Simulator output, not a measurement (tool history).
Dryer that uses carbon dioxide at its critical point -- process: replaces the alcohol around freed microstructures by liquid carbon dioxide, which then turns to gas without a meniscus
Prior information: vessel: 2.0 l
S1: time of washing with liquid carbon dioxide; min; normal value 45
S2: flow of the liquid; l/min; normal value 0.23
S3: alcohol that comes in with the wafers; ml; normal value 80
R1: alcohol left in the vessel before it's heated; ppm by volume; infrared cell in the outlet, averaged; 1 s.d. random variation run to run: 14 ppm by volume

| run | hour | S1 | S2 | S3 | R1 |
|---|---|---|---|---|---|
| 1 | 0 | 45 | 0.23 | 80 | 1442 |
| 2 | 10.8 | 45 | 0.23 | 80 | 1472 |
| 3 | 19.6 | 45 | 0.23 | 87 | 1633 |
| 4 | 32.3 | 67 | 0.23 | 80 | 345 |
|  | 36.5 | inlet filter changed |
| 5 | 40 | 67 | 0.23 | 51 | 163 |
| 6 | 46 | 39 | 0.23 | 80 | 1512 |
| 7 | 57.9 | 45 | 0.23 | 21 | 300 |
| 8 | 66.8 | 45 | 0.23 | 21 | 308 |
| 9 | 73.4 | 45 | 0.23 | 21 | 309 |
| 10 | 83.8 | 45 | 0.23 | 80 | 955 |
| 11 | 93.9 | 45 | 0.23 | 80 | 966 |
| 12 | 103.4 | 45 | 0.263 | 80 | 571 |
| 13 | 110.4 | 27 | 0.23 | 80 | 4195 |
| 14 | 120.4 | 27 | 0.23 | 25 | 1385 |
| 15 | 129.4 | 45 | 0.158 | 59 | 2350 |
| 16 | 135.1 | 30 | 0.21 | 36 | 1848 |
| 17 | 142.4 | 31 | 0.303 | 32 | 561 |
| 18 | 151 | 60 | 0.147 | 32 | 779 |
| 19 | 160.7 | 60 | 0.147 | 32 | 782 |
| 20 | 169.1 | 60 | 0.147 | 32 | 790 |
| 21 | 179 | 46 | 0.243 | 62 | 613 |
| 22 | 187.3 | 46 | 0.243 | 24 | 307 |
| 23 | 196.4 | 57 | 0.163 | 24 | 528 |
| 24 | 202.5 | 57 | 0.163 | 24 | 529 |
| 25 | 210.5 | 31 | 0.163 | 35 | 3065 |

Predict each of these 3 candidate next runs independently; none follows another, all start after run 25:
| A | 221.3 | 38 | 0.154 | 108 | ? |
| B | 221.3 | 28 | 0.229 | 31 | ? |
| C | 221.3 | 32 | 0.382 | 41 | ? |

| run | R1 |
|---|---|
| A | 6690 |
| B | 1608 |
| C | 319 |
Without the tool's hidden state the same runs would have given:
| run | R1 |
|---|---|
| A | 6320 |
| B | 1440 |
| C | 202 |
